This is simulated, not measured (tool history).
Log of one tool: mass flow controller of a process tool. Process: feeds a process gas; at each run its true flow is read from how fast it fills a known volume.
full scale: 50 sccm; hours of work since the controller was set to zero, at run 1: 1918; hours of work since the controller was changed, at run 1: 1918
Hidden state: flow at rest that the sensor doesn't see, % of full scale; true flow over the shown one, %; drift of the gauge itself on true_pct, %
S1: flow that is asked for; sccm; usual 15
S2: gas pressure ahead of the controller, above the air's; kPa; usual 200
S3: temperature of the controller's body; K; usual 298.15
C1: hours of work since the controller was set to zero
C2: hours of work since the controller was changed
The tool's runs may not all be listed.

{"run": 1, "hour": 0.0, "S1": 15, "S2": 200, "S3": 298.15, "C1": 1918, "C2": 1918, "true flow (%)": 97.92}
{"run": 2, "hour": 113.7, "S1": 15, "S2": 200, "S3": 304.15, "C1": 1981, "C2": 1981, "true flow (%)": 98.16}
{"run": 3, "hour": 248.9, "S1": 15, "S2": 200, "S3": 304.15, "C1": 2055, "C2": 2055, "true flow (%)": 98.29}
{"run": 4, "hour": 319.0, "S1": 15, "S2": 180, "S3": 298.15, "C1": 2094, "C2": 2094, "true flow (%)": 98.1}
{"run": 5, "hour": 408.3, "S1": 7, "S2": 200, "S3": 298.15, "C1": 2143, "C2": 2143, "true flow (%)": 97.63}
{"run": 6, "hour": 534.1, "S1": 7, "S2": 200, "S3": 298.15, "C1": 2212, "C2": 2212, "true flow (%)": 97.58}
{"run": 7, "hour": 675.3, "S1": 7, "S2": 200, "S3": 298.15, "C1": 2289, "C2": 2289, "true flow (%)": 97.72}
{"run": 8, "hour": 751.0, "S1": 7, "S2": 200, "S3": 298.15, "C1": 2331, "C2": 2331, "true flow (%)": 97.83}
{"run": 9, "hour": 849.3, "S1": 7, "S2": 231, "S3": 298.15, "C1": 2385, "C2": 2385, "true flow (%)": 97.72}
{"run": 10, "hour": 932.7, "S1": 15, "S2": 200, "S3": 300.15, "C1": 2430, "C2": 2430, "true flow (%)": 98.35}
{"run": 11, "hour": 1035.2, "S1": 15, "S2": 200, "S3": 298.15, "C1": 2487, "C2": 2487, "true flow (%)": 98.52}
{"run": 12, "hour": 1193.6, "S1": 15, "S2": 200, "S3": 298.15, "C1": 2573, "C2": 2573, "true flow (%)": 98.56}
{"run": 13, "hour": 1282.0, "S1": 15, "S2": 200, "S3": 298.15, "C1": 2622, "C2": 2622, "true flow (%)": 98.5}
{"run": 14, "hour": 1379.8, "S1": 33, "S2": 200, "S3": 298.15, "C1": 2676, "C2": 2676, "true flow (%)": 99.82}
{"run": 15, "hour": 1462.6, "S1": 33, "S2": 200, "S3": 298.15, "C1": 2721, "C2": 2721, "true flow (%)": 99.77}
{"run": 16, "hour": 1540.0, "S1": 33, "S2": 200, "S3": 298.15, "C1": 2764, "C2": 2764, "true flow (%)": 99.8}
{"run": 17, "hour": 1627.3, "S1": 33, "S2": 200, "S3": 298.15, "C1": 2811, "C2": 2811, "true flow (%)": 99.93}
{"run": 18, "hour": 1762.5, "S1": 33, "S2": 200, "S3": 298.15, "C1": 2886, "C2": 2886, "true flow (%)": 99.95}
{"run": 19, "hour": 1851.2, "S1": 20, "S2": 200, "S3": 298.15, "C1": 2934, "C2": 2934, "true flow (%)": 99.26}
{"run": 20, "hour": 1942.9, "S1": 20, "S2": 200, "S3": 298.15, "C1": 2985, "C2": 2985, "true flow (%)": 99.29}
{"run": 21, "hour": 2088.6, "S1": 15, "S2": 200, "S3": 298.15, "C1": 3065, "C2": 3065, "true flow (%)": 98.96}
{"run": 22, "hour": 2177.1, "S1": 15, "S2": 200, "S3": 298.15, "C1": 3113, "C2": 3113, "true flow (%)": 99.09}
{"run": 23, "hour": 2270.1, "S1": 15, "S2": 200, "S3": 298.15, "C1": 3164, "C2": 3164, "true flow (%)": 99.11}
{"run": 24, "hour": 2350.3, "S1": 15, "S2": 200, "S3": 297.15, "C1": 3208, "C2": 3208, "true flow (%)": 99.28}
{"run": 25, "hour": 2498.4, "S1": 15, "S2": 266, "S3": 297.15, "C1": 3289, "C2": 3289, "true flow (%)": 99.15}
{"run": 26, "hour": 2618.8, "S1": 15, "S2": 270, "S3": 311.15, "C1": 3356, "C2": 3356, "true flow (%)": 99.48}
{"run": 27, "hour": 2732.6, "S1": 15, "S2": 200, "S3": 309.15, "C1": 3418, "C2": 3418, "true flow (%)": 99.81}
{"run": 28, "hour": 2868.2, "S1": 15, "S2": 266, "S3": 298.15, "C1": 3492, "C2": 3492, "true flow (%)": 99.21}
{"run": 29, "hour": 2949.6, "S1": 15, "S2": 266, "S3": 298.15, "C1": 3537, "C2": 3537, "true flow (%)": 99.36}
{"run": 30, "hour": 3022.1, "S1": 7, "S2": 266, "S3": 298.15, "C1": 3577, "C2": 3577, "true flow (%)": 98.81}
{"run": 31, "hour": 3089.7, "S1": 34, "S2": 268, "S3": 298.15, "C1": 3614, "C2": 3614, "true flow (%)": 100.51}
{"run": 32, "hour": 3191.2, "S1": 15, "S2": 191, "S3": 303.15, "C1": 3670, "C2": 3670, "true flow (%)": 99.85}
{"run": 33, "hour": 3283.8, "S1": 15, "S2": 215, "S3": 305.15, "C1": 3720, "C2": 3720, "true flow (%)": 100.04}
{"run": 34, "hour": 3441.3, "S1": 22, "S2": 218, "S3": 296.15, "C1": 3807, "C2": 3807, "true flow (%)": 100.13}
{"run": 35, "hour": 3520.9, "S1": 22, "S2": 218, "S3": 296.15, "C1": 3851, "C2": 3851, "true flow (%)": 100.26}
{"run": 36, "hour": 3637.2, "S1": 15, "S2": 202, "S3": 311.15, "C1": 3914, "C2": 3914, "true flow (%)": 100.5}
{"run": 37, "hour": 3711.1, "S1": 5, "S2": 264, "S3": 310.15, "C1": 3955, "C2": 3955, "true flow (%)": 99.52}
{"run": 38, "hour": 3831.4, "S1": 8, "S2": 159, "S3": 300.15, "C1": 4021, "C2": 4021, "true flow (%)": 99.83}
{"run": 39, "hour": 3920.3, "S1": 17, "S2": 213, "S3": 306.15, "C1": 4070, "C2": 4070, "true flow (%)": 100.51}
{"run": 40, "hour": 4017.2, "S1": 15, "S2": 200, "S3": 298.15, "C1": 4123, "C2": 4123, "true flow (%)": 100.21}
{"run": 41, "hour": 4092.9, "S1": 15, "S2": 200, "S3": 298.15, "C1": 4164, "C2": 4164, "true flow (%)": 100.21}
{"run": 42, "hour": 4236.5, "S1": 15, "S2": 149, "S3": 296.15, "C1": 4243, "C2": 4243, "true flow (%)": 100.55}
{"run": 43, "hour": 4392.7, "S1": 17, "S2": 154, "S3": 309.15, "C1": 4329, "C2": 4329, "true flow (%)": 101.11}
{"run": 44, "hour": 4478.6, "S1": 17, "S2": 154, "S3": 309.15, "C1": 4376, "C2": 4376, "true flow (%)": 101.21}
{"run": 45, "hour": 4626.2, "S1": 17, "S2": 259, "S3": 294.15, "C1": 4457, "C2": 4457, "true flow (%)": 100.34}
{"run": 46, "hour": 4758.1, "S1": 17, "S2": 259, "S3": 294.15, "C1": 4530, "C2": 4530, "true flow (%)": 100.46}

Measured less the same run without the tool's hidden state. The same run-to-run variation is in both; the gauge's scatter may not be:
run=1 true_flow_(%)=-0.01
run=2 true_flow_(%)=+0.05
run=3 true_flow_(%)=+0.14
run=4 true_flow_(%)=+0.18
run=5 true_flow_(%)=+0.22
run=6 true_flow_(%)=+0.29
run=7 true_flow_(%)=+0.37
run=8 true_flow_(%)=+0.42
run=9 true_flow_(%)=+0.48
run=10 true_flow_(%)=+0.55
run=11 true_flow_(%)=+0.61
run=12 true_flow_(%)=+0.70
run=13 true_flow_(%)=+0.76
run=14 true_flow_(%)=+0.83
run=15 true_flow_(%)=+0.88
run=16 true_flow_(%)=+0.92
run=17 true_flow_(%)=+0.98
run=18 true_flow_(%)=+1.06
run=19 true_flow_(%)=+1.10
run=20 true_flow_(%)=+1.15
run=21 true_flow_(%)=+1.24
run=22 true_flow_(%)=+1.29
run=23 true_flow_(%)=+1.35
run=24 true_flow_(%)=+1.39
run=25 true_flow_(%)=+1.47
run=26 true_flow_(%)=+1.55
run=27 true_flow_(%)=+1.62
run=28 true_flow_(%)=+1.69
run=29 true_flow_(%)=+1.74
run=30 true_flow_(%)=+1.75
run=31 true_flow_(%)=+1.86
run=32 true_flow_(%)=+1.89
run=33 true_flow_(%)=+1.95
run=34 true_flow_(%)=+2.05
run=35 true_flow_(%)=+2.10
run=36 true_flow_(%)=+2.16
run=37 true_flow_(%)=+2.16
run=38 true_flow_(%)=+2.25
run=39 true_flow_(%)=+2.34
run=40 true_flow_(%)=+2.38
run=41 true_flow_(%)=+2.43
run=42 true_flow_(%)=+2.52
run=43 true_flow_(%)=+2.62
run=44 true_flow_(%)=+2.68
run=45 true_flow_(%)=+2.74
run=46 true_flow_(%)=+2.81
